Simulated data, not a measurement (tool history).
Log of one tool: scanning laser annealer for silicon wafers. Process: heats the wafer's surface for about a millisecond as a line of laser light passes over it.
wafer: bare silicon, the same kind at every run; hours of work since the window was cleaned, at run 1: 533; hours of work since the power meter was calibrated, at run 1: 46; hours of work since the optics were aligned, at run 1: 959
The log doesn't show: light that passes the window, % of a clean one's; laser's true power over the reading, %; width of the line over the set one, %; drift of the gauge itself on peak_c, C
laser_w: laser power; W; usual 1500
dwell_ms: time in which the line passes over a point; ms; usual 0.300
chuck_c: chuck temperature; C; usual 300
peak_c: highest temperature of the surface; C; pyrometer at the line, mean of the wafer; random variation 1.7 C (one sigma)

| run | day | laser_w | dwell_ms | chuck_c | hours of work since the window was cleaned | hours of work since the power meter was calibrated | hours of work since the optics were aligned | peak_c |
|---|---|---|---|---|---|---|---|---|
| 1 | 0.000 | 1500 | 0.300 | 300 | 533 | 46 | 959 | 1060 |
| 2 | 0.279 | 1301 | 0.300 | 300 | 536 | 49 | 962 | 932 |
| 3 | 0.642 | 1301 | 0.240 | 300 | 540 | 53 | 966 | 856 |
| 4 | 1.017 | 1301 | 0.240 | 300 | 544 | 57 | 970 | 855 |
| 5 | 1.521 | 1301 | 0.292 | 300 | 550 | 63 | 976 | 921 |
| 6 | 2.075 | 1500 | 0.300 | 300 | 556 | 69 | 983 | 1055 |
| 7 | 2.383 | 1302 | 0.300 | 300 | 560 | 73 | 986 | 930 |
| 8 | 2.708 | 1500 | 0.300 | 300 | 564 | 77 | 990 | 1052 |
| 9 | 3.079 | 1500 | 0.282 | 300 | 568 | 81 | 994 | 1027 |
| 10 | 3.500 | 1500 | 0.282 | 300 | 573 | 86 | 999 | 1031 |
| 11 | 3.862 | 1500 | 0.282 | 300 | 577 | 90 | 1003 | 1029 |
| 12 | 4.329 | 1500 | 0.282 | 300 | 582 | 95 | 1008 | 1031 |
| 13 | 4.679 | 1500 | 0.282 | 300 | 586 | 99 | 1012 | 1029 |
| 14 | 5.121 | 1507 | 0.223 | 300 | 591 | 104 | 1018 | 945 |
| 15 | 5.467 | 1372 | 0.274 | 285 | 595 | 108 | 1021 | 924 |
| 16 | 6.012 | 1372 | 0.274 | 285 | 602 | 115 | 1028 | 923 |
| 17 | 6.596 | 1500 | 0.300 | 299 | 608 | 121 | 1034 | 1054 |
| 18 | 6.946 | 1500 | 0.300 | 299 | 612 | 125 | 1038 | 1048 |
| 19 | 7.467 | 1500 | 0.294 | 285 | 618 | 131 | 1044 | 1033 |
| 20 | 7.783 | 1378 | 0.280 | 303 | 622 | 135 | 1048 | 954 |
| 21 | 8.071 | 1378 | 0.280 | 303 | 625 | 138 | 1051 | 955 |
| 22 | 8.592 | 1503 | 0.237 | 300 | 631 | 144 | 1057 | 962 |
| 23 | 9.133 | 1503 | 0.237 | 300 | 637 | 150 | 1064 | 961 |
| 24 | 9.621 | 1503 | 0.237 | 300 | 643 | 156 | 1069 | 964 |
| 25 | 10.050 | 1566 | 0.320 | 300 | 648 | 161 | 1074 | 1126 |
| 26 | 10.388 | 1485 | 0.300 | 262 | 652 | 165 | 1078 | 1003 |

Measured less the same run without the tool's hidden state. The same run-to-run variation is in both; the gauge's scatter may not be:
| run | peak_c |
|---|---|
| 1 | -20 |
| 2 | -17 |
| 3 | -15 |
| 4 | -16 |
| 5 | -18 |
| 6 | -21 |
| 7 | -18 |
| 8 | -21 |
| 9 | -21 |
| 10 | -21 |
| 11 | -21 |
| 12 | -22 |
| 13 | -21 |
| 14 | -19 |
| 15 | -19 |
| 16 | -19 |
| 17 | -23 |
| 18 | -23 |
| 19 | -23 |
| 20 | -20 |
| 21 | -20 |
| 22 | -21 |
| 23 | -21 |
| 24 | -21 |
| 25 | -26 |
| 26 | -24 |

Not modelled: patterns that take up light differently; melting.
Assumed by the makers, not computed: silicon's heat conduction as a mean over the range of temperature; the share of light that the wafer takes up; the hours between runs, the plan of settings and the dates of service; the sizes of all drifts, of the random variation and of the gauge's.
